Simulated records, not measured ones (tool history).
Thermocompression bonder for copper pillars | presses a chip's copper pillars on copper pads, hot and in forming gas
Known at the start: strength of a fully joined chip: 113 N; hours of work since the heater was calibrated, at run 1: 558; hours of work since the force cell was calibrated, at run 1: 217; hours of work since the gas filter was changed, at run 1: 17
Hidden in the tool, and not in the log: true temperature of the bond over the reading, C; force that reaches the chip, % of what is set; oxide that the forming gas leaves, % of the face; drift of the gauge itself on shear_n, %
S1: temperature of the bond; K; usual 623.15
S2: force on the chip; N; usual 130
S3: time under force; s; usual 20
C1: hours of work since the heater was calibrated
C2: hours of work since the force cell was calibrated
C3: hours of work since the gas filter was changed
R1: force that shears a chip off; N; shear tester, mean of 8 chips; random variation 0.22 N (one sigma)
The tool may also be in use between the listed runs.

run   hour      S1   S2  S3   C1   C2   C3    R1
  1    0.0  623.15  130  20  558  217   17  69.5
  2   14.0  623.15  130  20  567  227   26  69.6
  3   27.5  623.15  130  20  577  236   36  69.9
  4   39.0  623.15  130  20  585  244   44  69.6
  5   48.5  649.15  130  20  591  251   50  82.3
  6   63.8  623.15  130  20  602  261   61  68.9
  7   78.7  623.15  130  20  612  271   71  68.7
      81.6  -- heater calibrated with a thermocouple chip
  8   92.4  624.15  130  20    7  279   79  69.9
  9  110.7  624.15  130  20   20  292   91  69.6
 10  121.7  623.15  176  20   28  300   99  79.9
     132.4  -- heater calibrated with a thermocouple chip, once more
 11  138.5  623.15  177  20    4  310  109  77.5
 12  148.7  632.15  111  28   11  317  116  72.1
 13  160.5  623.15   86  20   19  325  124  52.0
 14  174.4  632.15   89  14   29  334  134  50.5
     176.6  -- forming gas filter changed
 15  184.0  632.15  169  22   35  341    5  84.8
 16  196.2  623.15  169  18   43  349   13  76.2
 17  204.0  623.15  139  18   49  354   19  69.6
 18  211.6  608.15   85  30   54  359   24  54.0

Forecast each of these 5 alternatives for the next run:
  A  224.2  630.15   96  30  63  368  33   ?
  B  224.2  613.15  115  45  63  368  33   ?
  C  224.2  614.15  130  51  63  368  33   ?
  D  224.2  623.15   83  20  63  368  33   ?
  E  224.2  635.15   85  30  63  368  33   ?

run    R1
  A  69.4
  B  75.2
  C  82.6
  D  52.4
  E  67.3
Without the tool's hidden state the same runs would have given:
run    R1
  A  68.8
  B  74.7
  C  82.3
  D  51.9
  E  66.8
